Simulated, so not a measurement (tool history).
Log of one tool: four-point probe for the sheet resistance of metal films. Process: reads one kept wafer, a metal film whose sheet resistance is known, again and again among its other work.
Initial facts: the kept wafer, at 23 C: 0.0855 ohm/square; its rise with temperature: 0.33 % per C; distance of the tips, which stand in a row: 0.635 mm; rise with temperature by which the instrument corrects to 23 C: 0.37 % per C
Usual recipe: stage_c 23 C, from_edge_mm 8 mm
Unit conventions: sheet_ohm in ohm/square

run,hour,stage_c,from_edge_mm,sheet_ohm
1,0,23,8,0.085808
2,32.8,23,9,0.08576
3,55.1,23,9,0.085757
4,95.1,23,9,0.085733
5,123.8,23,9,0.08574
6,156.8,23,9,0.085729
7,208.9,23,9,0.085725
8,257.3,23,33,0.085542
9,291.3,23,33,0.085518
10,339.6,23,33,0.085539
11,372.1,31,5,0.086008
12,398.5,20,32,0.085611
13,426.6,34,5,0.085876
14,476.7,34,25,0.085165
15,504.7,34,25,0.085155
16,533.1,23,13,0.085602
17,572.3,19,67,0.085635
18,625.4,24,30,0.085471

Predict each of these 3 candidate next runs independently; none follows another, all start after run 18:
A,647.6,30,4,?
B,647.6,32,4,?
C,647.6,28,16,?

run,sheet_ohm
A,0.086412
B,0.086314
C,0.085398
Without the tool's unlogged condition, the same runs would have read:
run,sheet_ohm
A,0.086417
B,0.086319
C,0.085404
